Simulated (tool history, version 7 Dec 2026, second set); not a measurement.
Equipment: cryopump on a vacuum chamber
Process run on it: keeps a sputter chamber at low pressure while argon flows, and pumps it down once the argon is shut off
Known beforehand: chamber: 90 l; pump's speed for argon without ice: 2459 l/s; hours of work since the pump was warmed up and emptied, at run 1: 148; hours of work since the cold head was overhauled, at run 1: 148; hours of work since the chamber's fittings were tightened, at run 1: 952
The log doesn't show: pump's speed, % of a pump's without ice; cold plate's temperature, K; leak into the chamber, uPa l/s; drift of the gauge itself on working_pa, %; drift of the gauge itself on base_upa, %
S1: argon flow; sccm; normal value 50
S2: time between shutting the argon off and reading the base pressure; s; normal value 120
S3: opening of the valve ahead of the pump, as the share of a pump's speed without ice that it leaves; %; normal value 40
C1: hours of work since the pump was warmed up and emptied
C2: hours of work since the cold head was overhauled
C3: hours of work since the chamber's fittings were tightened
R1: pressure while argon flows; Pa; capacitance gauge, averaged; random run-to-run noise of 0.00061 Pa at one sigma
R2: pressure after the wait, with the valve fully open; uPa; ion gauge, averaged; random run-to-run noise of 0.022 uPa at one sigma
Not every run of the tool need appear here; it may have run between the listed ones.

run 1 day=0 | S1=50 S2=120 S3=40 | C1=148 C2=148 C3=952 | R1=0.0863 R2=1.11
run 2 day=0.771 | S1=50 S2=120 S3=40 | C1=156 C2=156 C3=961 | R1=0.0864 R2=1.11
run 3 day=1.312 | S1=50 S2=120 S3=40 | C1=163 C2=163 C3=967 | R1=0.0873 R2=1.1
run 4 day=2.2 | S1=50 S2=120 S3=40 | C1=173 C2=173 C3=977 | R1=0.0863 R2=1.13
run 5 day=3.367 | S1=50 S2=120 S3=40 | C1=186 C2=186 C3=990 | R1=0.0879 R2=1.14
run 6 day=3.842 | S1=50 S2=120 S3=40 | C1=191 C2=191 C3=996 | R1=0.0881 R2=1.14
run 7 day=4.983 | S1=50 S2=120 S3=40 | C1=204 C2=204 C3=1008 | R1=0.0884 R2=1.18
run 8 day=5.562 | S1=50 S2=120 S3=40 | C1=211 C2=211 C3=1015 | R1=0.0875 R2=1.15
run 9 day=6.554 | S1=50 S2=120 S3=40 | C1=222 C2=222 C3=1026 | R1=0.0866 R2=1.16
run 10 day=7.654 | S1=50 S2=120 S3=40 | C1=234 C2=234 C3=1039 | R1=0.0869 R2=1.15
run 11 day=8.304 | S1=50 S2=120 S3=40 | C1=242 C2=242 C3=1046 | R1=0.0867 R2=1.19
run 12 day=9.388 | S1=24 S2=120 S3=40 | C1=254 C2=254 C3=1058 | R1=0.0426 R2=1.16
run 13 day=10.229 | S1=50 S2=47 S3=24 | C1=263 C2=263 C3=1068 | R1=0.1452 R2=1.94
run 14 day=11.104 | S1=50 S2=120 S3=47 | C1=273 C2=273 C3=1078 | R1=0.075 R2=1.21

For run 15, what comes out?
run 15 day=12.075 | S1=82 S2=120 S3=47 | C1=284 C2=284 C3=1089 | R1=? R2=?

R1: 0.1242 Pa
R2: 1.18 uPa
Had the tool carried no hidden state, the very same run would have given R1 0.1209 Pa, R2 0.61 uPa.
